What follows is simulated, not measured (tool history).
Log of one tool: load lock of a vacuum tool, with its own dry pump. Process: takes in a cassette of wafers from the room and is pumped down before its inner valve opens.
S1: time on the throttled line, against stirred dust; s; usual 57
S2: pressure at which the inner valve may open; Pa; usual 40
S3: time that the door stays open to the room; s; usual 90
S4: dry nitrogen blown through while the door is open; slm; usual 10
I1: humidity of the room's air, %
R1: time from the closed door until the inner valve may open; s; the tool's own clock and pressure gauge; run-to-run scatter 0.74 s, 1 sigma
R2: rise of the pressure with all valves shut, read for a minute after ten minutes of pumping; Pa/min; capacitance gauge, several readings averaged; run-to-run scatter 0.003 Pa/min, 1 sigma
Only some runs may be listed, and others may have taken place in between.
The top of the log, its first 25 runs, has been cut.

run 26 hour=3796.6 | S1=97 S2=40 S3=31 S4=10 | I1=45.1 | R1=146.1 R2=0.048
run 27 hour=3887.6 | S1=97 S2=40 S3=173 S4=10 | I1=45.3 | R1=142 R2=0.067
run 28 hour=3979.2 | S1=49 S2=33 S3=41 S4=6 | I1=43.2 | R1=113.1 R2=0.053
run 29 hour=4096.8 | S1=49 S2=33 S3=41 S4=6 | I1=43.4 | R1=114.5 R2=0.047
run 30 hour=4241.9 | S1=78 S2=33 S3=191 S4=6 | I1=42.6 | R1=133.7 R2=0.069
run 31 hour=4417.3 | S1=112 S2=42 S3=90 S4=10 | I1=45.8 | R1=154.2 R2=0.054
run 32 hour=4533 | S1=112 S2=42 S3=90 S4=10 | I1=44.5 | R1=152.7 R2=0.052
run 33 hour=4682.6 | S1=57 S2=52 S3=90 S4=5 | I1=42.6 | R1=115.7 R2=0.065
run 34 hour=4855.5 | S1=57 S2=52 S3=90 S4=5 | I1=41.7 | R1=115.4 R2=0.065
run 35 hour=5050.5 | S1=57 S2=52 S3=90 S4=5 | I1=50.1 | R1=114.7 R2=0.075
run 36 hour=5249.8 | S1=66 S2=52 S3=90 S4=5 | I1=45.9 | R1=121.8 R2=0.07

Each row is a separate what-if for the run after 36, all from the same tool condition, not one after another. Results?
run A hour=5386.1 | S1=73 S2=53 S3=225 S4=10 | I1=46.6 | R1=? R2=?
run B hour=5386.1 | S1=90 S2=52 S3=90 S4=5 | I1=47.3 | R1=? R2=?
run C hour=5386.1 | S1=57 S2=30 S3=226 S4=10 | I1=46.3 | R1=? R2=?
run D hour=5386.1 | S1=100 S2=40 S3=90 S4=17 | I1=43.3 | R1=? R2=?

run=A R1=127.2 R2=0.077
run=B R1=138.9 R2=0.075
run=C R1=122.6 R2=0.084
run=D R1=146.3 R2=0.056
Without the tool's unlogged condition, the same runs would have read:
run=A R1=121.3 R2=0.05
run=B R1=133.8 R2=0.048
run=C R1=115.6 R2=0.057
run=D R1=141.3 R2=0.029
